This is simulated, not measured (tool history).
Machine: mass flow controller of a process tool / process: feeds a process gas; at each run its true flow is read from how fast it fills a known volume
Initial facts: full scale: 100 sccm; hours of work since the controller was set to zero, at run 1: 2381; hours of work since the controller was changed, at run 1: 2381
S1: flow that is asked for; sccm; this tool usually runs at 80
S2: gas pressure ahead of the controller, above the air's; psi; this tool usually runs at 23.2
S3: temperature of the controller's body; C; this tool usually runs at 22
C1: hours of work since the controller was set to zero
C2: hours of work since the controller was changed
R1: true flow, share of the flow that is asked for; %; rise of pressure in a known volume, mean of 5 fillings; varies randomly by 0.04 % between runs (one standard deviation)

| run | hour | S1 | S2 | S3 | C1 | C2 | R1 |
|---|---|---|---|---|---|---|---|
| 1 | 0 | 80 | 23.2 | 22 | 2381 | 2381 | 99.32 |
| 2 | 64.5 | 80 | 23.2 | 22 | 2421 | 2421 | 99.37 |
| 3 | 136.1 | 80 | 23.2 | 22 | 2466 | 2466 | 99.29 |
| 4 | 230.2 | 80 | 23.2 | 22 | 2524 | 2524 | 99.24 |
| 5 | 284 | 80 | 23.2 | 22 | 2557 | 2557 | 99.27 |
| 6 | 371.7 | 80 | 23.2 | 22 | 2612 | 2612 | 99.35 |
| 7 | 422.5 | 80 | 23.2 | 22 | 2643 | 2643 | 99.3 |
| 8 | 509.8 | 80 | 23.2 | 22 | 2697 | 2697 | 99.32 |
| 9 | 580.3 | 80 | 23.2 | 22 | 2741 | 2741 | 99.29 |
| 10 | 660.3 | 80 | 23.2 | 22 | 2791 | 2791 | 99.38 |
| 11 | 711.2 | 29 | 23.2 | 22 | 2822 | 2822 | 98.92 |
| 12 | 799 | 29 | 23.2 | 22 | 2877 | 2877 | 98.93 |
| 13 | 881.5 | 29 | 23.2 | 22 | 2928 | 2928 | 99.03 |
| 14 | 978.6 | 80 | 23.2 | 22 | 2988 | 2988 | 99.37 |
| 15 | 1082.6 | 80 | 23.2 | 22 | 3053 | 3053 | 99.3 |
| 16 | 1133.6 | 80 | 23.2 | 22 | 3084 | 3084 | 99.23 |
| 17 | 1197.2 | 80 | 23.2 | 22 | 3124 | 3124 | 99.36 |
| 18 | 1284.7 | 80 | 23.2 | 22 | 3178 | 3178 | 99.36 |
| 19 | 1343.4 | 80 | 23.2 | 22 | 3214 | 3214 | 99.38 |
| 20 | 1401.1 | 80 | 23.2 | 35 | 3250 | 3250 | 100.84 |
| 21 | 1471.6 | 80 | 23.2 | 35 | 3294 | 3294 | 100.83 |
| 22 | 1515.9 | 80 | 23.2 | 35 | 3321 | 3321 | 100.9 |
| 23 | 1615.8 | 80 | 23.2 | 22 | 3383 | 3383 | 99.31 |
| 24 | 1688.5 | 80 | 23.2 | 22 | 3428 | 3428 | 99.36 |
| 25 | 1773.1 | 80 | 22 | 31 | 3481 | 3481 | 100.37 |
| 26 | 1828.5 | 80 | 22 | 31 | 3515 | 3515 | 100.49 |
| 27 | 1905 | 80 | 22 | 31 | 3563 | 3563 | 100.49 |
| 28 | 1997.2 | 80 | 22 | 31 | 3620 | 3620 | 100.47 |
| 29 | 2080.6 | 22 | 23.2 | 22 | 3672 | 3672 | 99.65 |
| 30 | 2131.4 | 30 | 38 | 22 | 3703 | 3703 | 98.79 |
| 31 | 2219.4 | 30 | 38 | 22 | 3758 | 3758 | 98.77 |
| 32 | 2272.9 | 12 | 37.9 | 20 | 3791 | 3791 | 100.73 |
| 33 | 2326.1 | 33 | 23.2 | 21 | 3824 | 3824 | 99.14 |
| 34 | 2383.1 | 33 | 23.2 | 21 | 3859 | 3859 | 99.13 |
| 35 | 2466.3 | 33 | 25.8 | 30 | 3911 | 3911 | 100.08 |
| 36 | 2564.9 | 33 | 25.8 | 30 | 3972 | 3972 | 100 |
| 37 | 2616.5 | 33 | 25.8 | 30 | 4004 | 4004 | 100.01 |
| 38 | 2688 | 33 | 25.8 | 30 | 4048 | 4048 | 100.01 |
| 39 | 2731.7 | 33 | 25.8 | 30 | 4075 | 4075 | 100.03 |
| 40 | 2773.8 | 33 | 30.6 | 30 | 4102 | 4102 | 99.94 |
| 41 | 2867 | 33 | 30.6 | 26 | 4159 | 4159 | 99.52 |
| 42 | 2959.5 | 33 | 30.6 | 26 | 4217 | 4217 | 99.54 |
| 43 | 3061.8 | 80 | 23.2 | 34 | 4280 | 4280 | 100.71 |
| 44 | 3145.5 | 35 | 39.5 | 30 | 4332 | 4332 | 99.73 |
| 45 | 3231.1 | 35 | 39.5 | 30 | 4385 | 4385 | 99.69 |
| 46 | 3294.7 | 35 | 39.5 | 30 | 4425 | 4425 | 99.83 |
| 47 | 3363.2 | 27 | 23.2 | 22 | 4467 | 4467 | 99.66 |

Below, each run's measurement less what the same run would have read without the hidden state. Both values contain the same run-to-run variation, but the gauge's scatter may not be the same in both:
Hidden conditions of the tool in this case: flow at rest that the sensor doesn't see, % of full scale; true flow over the shown one, %; drift of the gauge itself on true_pct, %.
| run | R1 |
|---|---|
| 1 | -0.08 |
| 2 | -0.08 |
| 3 | -0.07 |
| 4 | -0.07 |
| 5 | -0.06 |
| 6 | -0.06 |
| 7 | -0.06 |
| 8 | -0.06 |
| 9 | -0.05 |
| 10 | -0.05 |
| 11 | +0.78 |
| 12 | +0.8 |
| 13 | +0.81 |
| 14 | -0.04 |
| 15 | -0.03 |
| 16 | -0.04 |
| 17 | -0.03 |
| 18 | -0.03 |
| 19 | -0.02 |
| 20 | -0.02 |
| 21 | -0.02 |
| 22 | -0.02 |
| 23 | -0.01 |
| 24 | -0.01 |
| 25 | -0.01 |
| 26 | +0 |
| 27 | +0 |
| 28 | +0 |
| 29 | +1.59 |
| 30 | +1.02 |
| 31 | +1.04 |
| 32 | +3.56 |
| 33 | +0.91 |
| 34 | +0.92 |
| 35 | +0.94 |
| 36 | +0.95 |
| 37 | +0.96 |
| 38 | +0.98 |
| 39 | +0.98 |
| 40 | +0.98 |
| 41 | +1 |
| 42 | +1.02 |
| 43 | +0.04 |
| 44 | +0.96 |
| 45 | +0.96 |
| 46 | +0.98 |
| 47 | +1.49 |
